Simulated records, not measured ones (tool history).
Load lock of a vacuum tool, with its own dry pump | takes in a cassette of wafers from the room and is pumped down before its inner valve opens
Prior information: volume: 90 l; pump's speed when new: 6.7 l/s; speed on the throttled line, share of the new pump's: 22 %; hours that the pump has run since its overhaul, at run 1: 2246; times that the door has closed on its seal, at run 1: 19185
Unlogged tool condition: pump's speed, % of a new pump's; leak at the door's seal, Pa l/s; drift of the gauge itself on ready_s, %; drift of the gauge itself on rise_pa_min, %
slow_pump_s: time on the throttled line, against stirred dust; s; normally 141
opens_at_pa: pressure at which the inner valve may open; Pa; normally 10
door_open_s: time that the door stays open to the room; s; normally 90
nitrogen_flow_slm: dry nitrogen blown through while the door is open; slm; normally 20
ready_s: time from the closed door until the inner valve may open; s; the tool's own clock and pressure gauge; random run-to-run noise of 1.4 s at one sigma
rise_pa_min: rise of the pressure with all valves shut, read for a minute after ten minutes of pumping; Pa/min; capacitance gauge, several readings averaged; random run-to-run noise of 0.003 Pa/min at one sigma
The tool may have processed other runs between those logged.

run	hour	slow_pump_s	opens_at_pa	door_open_s	nitrogen_flow_slm	hours that the pump has run since its overhaul	times that the door has closed on its seal	incoming humidity of the room's air, %	ready_s	rise_pa_min
1	0	141	10	90	20	2246	19185	42.9	237.5	0.128
2	38.7	141	10	90	20	2285	19275	46.2	235.7	0.143
3	129	141	10	90	20	2375	19485	47.1	237.2	0.144
4	167.9	141	10	90	20	2414	19575	43.2	236.3	0.139
5	221.5	141	10	90	20	2468	19699	41.9	236.9	0.135
6	312.9	141	10	90	20	2559	19911	42.7	238.1	0.137
7	371.6	141	10	90	20	2618	20047	45.8	240	0.142
8	409.8	141	10	90	20	2656	20136	45.3	237.3	0.147
9	470	141	10	90	20	2716	20276	44.8	236.9	0.143
10	522.3	141	10	90	44	2768	20397	48.1	237.3	0.128
11	565.4	141	10	90	44	2812	20497	42.6	237.6	0.127
12	618.8	206	14	179	4	2865	20621	44.1	283	0.196
13	676.7	141	10	39	20	2923	20755	45.3	237.7	0.13
14	722.1	141	10	39	20	2968	20860	47.5	239.4	0.128
15	786.6	141	10	39	20	3033	21010	45.2	236.1	0.136
16	856	141	9	135	9	3102	21171	45.2	237.1	0.179
17	916.9	141	13	135	11	3163	21312	47.5	235	0.174
18	1009	141	13	135	11	3255	21526	44.6	236.1	0.175
19	1093	195	15	135	9	3339	21721	44.3	271.8	0.183

What if the next run were any one of these 4? Each begins from the tool's condition after run 19:
A	1146	166	10	90	8	3392	21844	45.5	?	?
B	1146	107	8	90	13	3392	21844	45.9	?	?
C	1146	141	18	90	5	3392	21844	46.1	?	?
D	1146	81	17	90	24	3392	21844	45.4	?	?

run	ready_s	rise_pa_min
A	256	0.172
B	218	0.163
C	230.4	0.185
D	186.1	0.15
With no hidden state in the tool, these same runs would have given:
run	ready_s	rise_pa_min
A	252.6	0.057
B	214.2	0.047
C	227.4	0.067
D	182.2	0.034

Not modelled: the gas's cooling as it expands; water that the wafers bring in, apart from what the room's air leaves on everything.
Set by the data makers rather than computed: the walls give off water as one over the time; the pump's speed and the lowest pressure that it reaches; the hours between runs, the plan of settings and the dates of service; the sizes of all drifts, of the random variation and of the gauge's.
